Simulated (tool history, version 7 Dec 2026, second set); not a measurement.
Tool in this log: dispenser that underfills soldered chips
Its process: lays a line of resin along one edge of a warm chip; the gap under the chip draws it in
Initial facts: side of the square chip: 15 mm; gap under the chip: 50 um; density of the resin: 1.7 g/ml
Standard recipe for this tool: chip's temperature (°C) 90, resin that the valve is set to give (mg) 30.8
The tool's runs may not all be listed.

| run | hour | chip's temperature (°C) | resin that the valve is set to give (mg) | time until the resin shows at the far edge (s) | resin that the valve gave (mg) |
|---|---|---|---|---|---|
| 1 | 0 | 90 | 30.8 | 343.1 | 29.96 |
|  | 2.6 | new syringe of resin |
| 2 | 8.4 | 90 | 30.8 | 264.3 | 29.6 |
|  | 10 | dispensing valve cleaned and set on the balance |
| 3 | 15.4 | 90 | 30.8 | 323.3 | 30.64 |
|  | 20.5 | new syringe of resin |
| 4 | 22.2 | 90 | 30.8 | 227.5 | 30.59 |
| 5 | 34.6 | 90 | 30.8 | 334.7 | 30.56 |
|  | 38.3 | new syringe of resin |
| 6 | 45.4 | 90 | 30.8 | 276.3 | 30.17 |
| 7 | 53 | 90 | 30.8 | 349.3 | 30.06 |
|  | 55.2 | new syringe of resin |
| 8 | 60.7 | 90 | 30.8 | 256.2 | 29.66 |
|  | 72.1 | new syringe of resin |
| 9 | 72.1 | 90 | 30.8 | 224.4 | 29.49 |
|  | 85.4 | dispensing valve cleaned and set on the balance |
| 10 | 85.8 | 90 | 30.8 | 321.7 | 30.69 |
|  | 90.4 | new syringe of resin |
| 11 | 93.2 | 90 | 38.8 | 232.3 | 38.9 |
| 12 | 103.2 | 76 | 30.8 | 597.1 | 30.74 |
|  | 107.5 | new syringe of resin |
| 13 | 114.1 | 76 | 30.8 | 491.1 | 30.27 |
|  | 124.8 | new syringe of resin |
| 14 | 128.8 | 77 | 33.7 | 427.7 | 33.04 |
| 15 | 138.6 | 101 | 28.8 | 217.8 | 27.89 |
|  | 141.6 | new syringe of resin |
| 16 | 146.3 | 92 | 34 | 229.4 | 32.89 |
| 17 | 156 | 75 | 32.9 | 675.4 | 31.41 |
|  | 159.1 | new syringe of resin |
|  | 161.3 | dispensing valve cleaned and set on the balance |
| 18 | 169.3 | 75 | 32.9 | 565.1 | 32.74 |
|  | 177.5 | new syringe of resin |
| 19 | 181.6 | 75 | 32.9 | 479.1 | 32.45 |
| 20 | 190.8 | 103 | 36.9 | 186.2 | 36.36 |
|  | 194.4 | new syringe of resin |
| 21 | 202 | 103 | 36.9 | 157.7 | 36.1 |
|  | 211.7 | new syringe of resin |
| 22 | 215.1 | 79 | 34.8 | 396.5 | 33.74 |
| 23 | 222.3 | 102 | 35.5 | 178.6 | 34.37 |
|  | 228.7 | new syringe of resin |
| 24 | 230 | 93 | 37.3 | 194.8 | 35.66 |
|  | 236.5 | dispensing valve cleaned and set on the balance |
| 25 | 244 | 79 | 30.1 | 554.1 | 29.83 |

Forecast each of these 3 alternatives for the next run:
|  | 247.4 | new syringe of resin |
| A | 252.5 | 85 | 30.1 | ? | ? |
|  | 247.4 | new syringe of resin |
| B | 252.5 | 79 | 29.1 | ? | ? |
|  | 247.4 | new syringe of resin |
| C | 252.5 | 81 | 26.3 | ? | ? |

| run | time until the resin shows at the far edge (s) | resin that the valve gave (mg) |
|---|---|---|
| A | 318.3 | 29.88 |
| B | 413.5 | 28.84 |
| C | 382.9 | 26 |
Take away the tool's hidden state, keep each run's random variation, and the runs would have read:
| run | time until the resin shows at the far edge (s) | resin that the valve gave (mg) |
|---|---|---|
| A | 294.4 | 30.18 |
| B | 383.5 | 29.14 |
| C | 354.4 | 26.27 |
